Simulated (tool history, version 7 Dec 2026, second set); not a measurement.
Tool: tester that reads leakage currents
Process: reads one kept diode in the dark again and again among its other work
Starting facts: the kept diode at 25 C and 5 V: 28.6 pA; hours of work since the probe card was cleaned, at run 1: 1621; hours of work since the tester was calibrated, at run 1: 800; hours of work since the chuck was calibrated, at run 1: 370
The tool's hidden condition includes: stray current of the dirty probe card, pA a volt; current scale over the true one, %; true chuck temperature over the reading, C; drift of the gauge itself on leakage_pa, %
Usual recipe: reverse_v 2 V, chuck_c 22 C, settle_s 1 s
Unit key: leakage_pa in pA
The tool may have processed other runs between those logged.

run,hour,reverse_v,chuck_c,settle_s,hours of work since the probe card was cleaned,hours of work since the tester was calibrated,hours of work since the chuck was calibrated,leakage_pa
1,0,2,22,1,1621,800,370,18.78
2,73.7,2,41,1,1679,858,428,63.94
3,123.3,2,22,1,1718,897,467,18.92
4,223,2,22,1,1797,976,546,18.73
5,329.8,19.22,22,1,1881,1060,630,63.99
6,408.2,19.22,22,1,1943,1122,692,64.55
7,471.9,19.22,42,1,1994,1172,743,171.55
# hour 481.6: chuck's temperature calibrated
8,569.3,19.22,42,1,2069,1248,69,180.84
9,618.3,9.55,51,3.11,2108,1286,108,222.33
10,714.2,9.55,24,1.78,2183,1362,184,48.18
11,778.7,2,59,1,2234,1413,235,197.13

4 options for the next run, each taken on its own from the tool as it stands now. Forecast them:
A,844,9.2,27,1,2286,1465,286,?
B,844,10.66,59,1.51,2286,1465,286,?
C,844,2,36,0.39,2286,1465,286,?
D,844,2,22,0.33,2286,1465,286,?

run,leakage_pa
A,56.76
B,363.9
C,48.75
D,21.23
Had the tool no hidden state, the same runs would have come out as:
run,leakage_pa
A,43.66
B,351.48
C,46.33
D,18.47
